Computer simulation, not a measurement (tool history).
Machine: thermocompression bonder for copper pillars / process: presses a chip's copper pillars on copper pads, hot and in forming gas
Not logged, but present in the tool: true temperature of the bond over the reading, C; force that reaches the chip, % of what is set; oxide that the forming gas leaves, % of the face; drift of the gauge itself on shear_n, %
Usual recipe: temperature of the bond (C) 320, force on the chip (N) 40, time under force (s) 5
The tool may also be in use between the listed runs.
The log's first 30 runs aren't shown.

run   hour  temperature of the bond (C)  force on the chip (N)  time under force (s)  hours of work since the heater was calibrated  hours of work since the force cell was calibrated  hours of work since the gas filter was changed  force that shears a chip off (N)
 31  476.4                          303                     32                    11                                            102                                                 55                                              15                              65.4
 32  493.0                          303                     44                     5                                            110                                                 63                                              23                              66.4
 33  512.2                          291                     32                     5                                            120                                                 73                                              33                              39.9
 34  530.6                          299                     40                     7                                            129                                                 82                                              42                              62.9
 35  552.4                          299                     40                     7                                            140                                                 92                                              53                              64.0
 36  567.2                          322                     40                    12                                            147                                                100                                              60                              97.9
 37  578.0                          322                     51                     3                                            152                                                105                                              65                              79.5
 38  594.7                          322                     51                     3                                            161                                                113                                              74                              78.1
 39  611.1                          322                     51                     3                                            169                                                121                                              82                              78.5
 40  628.0                          322                     51                     3                                            177                                                130                                              90                              78.6

Here are 3 independent what-if runs from the current tool condition. What would each one return?
  A  642.1                          320                     30                    13                                            184                                                137                                              97                                 ?
  B  642.1                          311                     46                     5                                            184                                                137                                              97                                 ?
  C  642.1                          310                     51                     3                                            184                                                137                                              97                                 ?

run  force that shears a chip off (N)
  A                              79.3
  B                              73.0
  C                              68.1
With no hidden state in the tool, these same runs would have given:
run  force that shears a chip off (N)
  A                              82.2
  B                              75.7
  C                              70.8
